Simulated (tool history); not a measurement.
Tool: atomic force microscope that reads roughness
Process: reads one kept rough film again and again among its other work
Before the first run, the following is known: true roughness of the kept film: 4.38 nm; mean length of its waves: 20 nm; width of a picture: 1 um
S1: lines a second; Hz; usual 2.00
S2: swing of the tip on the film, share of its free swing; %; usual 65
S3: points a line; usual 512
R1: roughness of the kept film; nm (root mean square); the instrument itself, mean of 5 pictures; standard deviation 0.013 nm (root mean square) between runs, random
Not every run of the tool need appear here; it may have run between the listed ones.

run 1 hour=0.0 | S1=2.00 S2=65 S3=512 | R1=1.957
run 2 hour=8.2 | S1=2.00 S2=65 S3=512 | R1=1.930
run 3 hour=16.2 | S1=2.00 S2=65 S3=512 | R1=1.902
run 4 hour=25.8 | S1=2.00 S2=65 S3=512 | R1=1.856
run 5 hour=34.0 | S1=2.00 S2=65 S3=512 | R1=1.844
run 6 hour=40.1 | S1=2.00 S2=65 S3=419 | R1=1.809
run 7 hour=49.6 | S1=2.00 S2=75 S3=419 | R1=1.730
run 8 hour=55.9 | S1=2.00 S2=75 S3=419 | R1=1.715
run 9 hour=65.0 | S1=2.00 S2=75 S3=419 | R1=1.683
-- hour=68.6 new tip fitted
run 10 hour=71.9 | S1=2.00 S2=75 S3=419 | R1=3.047
run 11 hour=82.0 | S1=2.00 S2=75 S3=419 | R1=2.960
run 12 hour=88.7 | S1=2.00 S2=75 S3=419 | R1=2.875
run 13 hour=95.2 | S1=2.00 S2=75 S3=419 | R1=2.832
run 14 hour=104.5 | S1=3.37 S2=65 S3=512 | R1=2.793
run 15 hour=115.3 | S1=2.00 S2=65 S3=512 | R1=2.758
run 16 hour=121.5 | S1=2.00 S2=65 S3=613 | R1=2.745
run 17 hour=127.3 | S1=2.57 S2=65 S3=512 | R1=2.659
run 18 hour=134.5 | S1=2.57 S2=65 S3=512 | R1=2.632
run 19 hour=142.3 | S1=2.57 S2=65 S3=512 | R1=2.579
run 20 hour=146.8 | S1=0.84 S2=72 S3=486 | R1=2.584
-- hour=148.3 height scale calibrated on a step standard
run 21 hour=158.1 | S1=0.84 S2=72 S3=486 | R1=2.534
run 22 hour=162.9 | S1=2.77 S2=63 S3=971 | R1=2.481
run 23 hour=171.9 | S1=2.77 S2=63 S3=971 | R1=2.402
run 24 hour=179.0 | S1=2.66 S2=72 S3=512 | R1=2.295
run 25 hour=186.0 | S1=0.70 S2=81 S3=558 | R1=2.381
run 26 hour=194.2 | S1=0.64 S2=65 S3=512 | R1=2.371
run 27 hour=204.1 | S1=1.77 S2=72 S3=889 | R1=2.265
-- hour=213.2 height scale calibrated on a step standard, once more
run 28 hour=213.4 | S1=1.31 S2=86 S3=538 | R1=2.143
run 29 hour=219.1 | S1=1.22 S2=63 S3=744 | R1=2.247
run 30 hour=226.4 | S1=1.22 S2=84 S3=389 | R1=2.088
run 31 hour=231.6 | S1=1.22 S2=84 S3=389 | R1=2.074
run 32 hour=241.6 | S1=1.22 S2=90 S3=763 | R1=2.035
run 33 hour=250.6 | S1=0.68 S2=77 S3=378 | R1=2.086
run 34 hour=255.3 | S1=0.68 S2=75 S3=378 | R1=2.078
run 35 hour=262.5 | S1=0.68 S2=75 S3=378 | R1=2.027
run 36 hour=269.1 | S1=1.43 S2=71 S3=616 | R1=2.011

What if the next run were any one of these 3? Each begins from the tool's condition after run 36:
run A hour=275.5 | S1=1.12 S2=73 S3=431 | R1=?
run B hour=275.5 | S1=2.67 S2=62 S3=335 | R1=?
run C hour=275.5 | S1=0.68 S2=68 S3=677 | R1=?

run=A R1=1.970
run=B R1=1.951
run=C R1=2.028
Without the tool's unlogged condition, the same runs would have read:
run=A R1=3.198
run=B R1=3.169
run=C R1=3.294

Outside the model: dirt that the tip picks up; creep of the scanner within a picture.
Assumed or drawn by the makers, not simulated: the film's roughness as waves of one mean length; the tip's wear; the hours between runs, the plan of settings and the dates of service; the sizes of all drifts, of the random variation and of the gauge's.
